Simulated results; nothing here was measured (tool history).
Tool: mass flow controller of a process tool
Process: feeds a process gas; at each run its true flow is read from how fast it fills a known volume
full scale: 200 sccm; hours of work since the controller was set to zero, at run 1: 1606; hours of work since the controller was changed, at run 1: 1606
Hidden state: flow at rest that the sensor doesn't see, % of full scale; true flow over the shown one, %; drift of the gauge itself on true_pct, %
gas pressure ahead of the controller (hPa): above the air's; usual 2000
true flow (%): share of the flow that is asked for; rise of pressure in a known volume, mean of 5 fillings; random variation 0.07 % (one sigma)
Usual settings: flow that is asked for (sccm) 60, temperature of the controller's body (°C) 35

run    hour  flow that is asked for (sccm)  gas pressure ahead of the controller (hPa)  temperature of the controller's body (°C)  hours of work since the controller was set to zero  hours of work since the controller was changed  true flow (%)
  1     0.0                             60                                        2000                                         35                                                1606                                            1606          96.90
  2   100.9                             60                                        2000                                         35                                                1647                                            1647          96.88
  3   224.6                             60                                        2000                                         35                                                1697                                            1697          96.79
  4   306.4                             60                                        2000                                         35                                                1731                                            1731          96.73
  5   429.0                             60                                        1400                                         35                                                1781                                            1781          96.99
  6   563.8                             24                                        1400                                         35                                                1836                                            1836          96.36
  7   681.7                             24                                        1400                                         35                                                1884                                            1884          96.33
  8   828.3                             60                                        2000                                         35                                                1943                                            1943          96.43
  9   968.9                             60                                        2000                                         35                                                2001                                            2001          96.44
 10  1058.3                             60                                        2000                                         35                                                2037                                            2037          96.35
 11  1166.5                             60                                        2550                                         35                                                2081                                            2081          96.01
 12  1314.0                             60                                        2000                                         35                                                2141                                            2141          96.25
 13  1457.3                             60                                        2000                                         35                                                2200                                            2200          96.29
 14  1528.1                             60                                        2000                                         35                                                2229                                            2229          96.10
 15  1607.4                            124                                        2000                                         35                                                2261                                            2261          97.04
 16  1755.8                             60                                        1530                                         35                                                2322                                            2322          96.31
 17  1839.8                             60                                        1530                                         35                                                2356                                            2356          96.38
 18  1960.8                             60                                        2000                                         35                                                2405                                            2405          96.02
 19  2073.6                             60                                        2000                                         23                                                2451                                            2451          97.23
 20  2155.9                             93                                        2000                                         35                                                2485                                            2485          96.40
 21  2254.2                             85                                        1860                                         29                                                2525                                            2525          97.02
 22  2384.7                             62                                        1860                                         36                                                2578                                            2578          95.64
 23  2493.6                             40                                        1860                                         39                                                2622                                            2622          95.12
 24  2602.5                             40                                        1860                                         39                                                2667                                            2667          94.97
 25  2697.7                             72                                        1730                                         31                                                2706                                            2706          96.30
     2816.3  -- gauge calibrated
 26  2850.1                             72                                        1730                                         31                                                2768                                            2768          97.44
 27  2964.3                             72                                        1730                                         31                                                2814                                            2814          97.51
 28  3107.7                            147                                        2250                                         29                                                2873                                            2873          98.51
 29  3189.1                            147                                        2250                                         29                                                2906                                            2906          98.55
 30  3302.2                            147                                        2770                                         33                                                2952                                            2952          97.53
 31  3460.9                             50                                        2770                                         33                                                3017                                            3017          96.24
 32  3600.7                             50                                        2770                                         33                                                3074                                            3074          96.07
 33  3775.7                             87                                        2770                                         36                                                3145                                            3145          96.20
 34  3940.0                             60                                        2000                                         30                                                3212                                            3212          96.95
 35  4115.6                            104                                        2600                                         21                                                3284                                            3284          98.28
 36  4284.8                             23                                        2000                                         26                                                3353                                            3353          96.70

Forecast each of these 3 alternatives for the next run:
  A  4401.9                             43                                        2000                                         26                                                3401                                            3401              ?
  B  4401.9                             23                                        2520                                         26                                                3401                                            3401              ?
  C  4401.9                             24                                        1590                                         30                                                3401                                            3401              ?

run  true flow (%)
  A          96.87
  B          96.30
  C          96.37
Without the tool's hidden state the same runs would have given:
run  true flow (%)
  A          97.60
  B          97.04
  C          97.11

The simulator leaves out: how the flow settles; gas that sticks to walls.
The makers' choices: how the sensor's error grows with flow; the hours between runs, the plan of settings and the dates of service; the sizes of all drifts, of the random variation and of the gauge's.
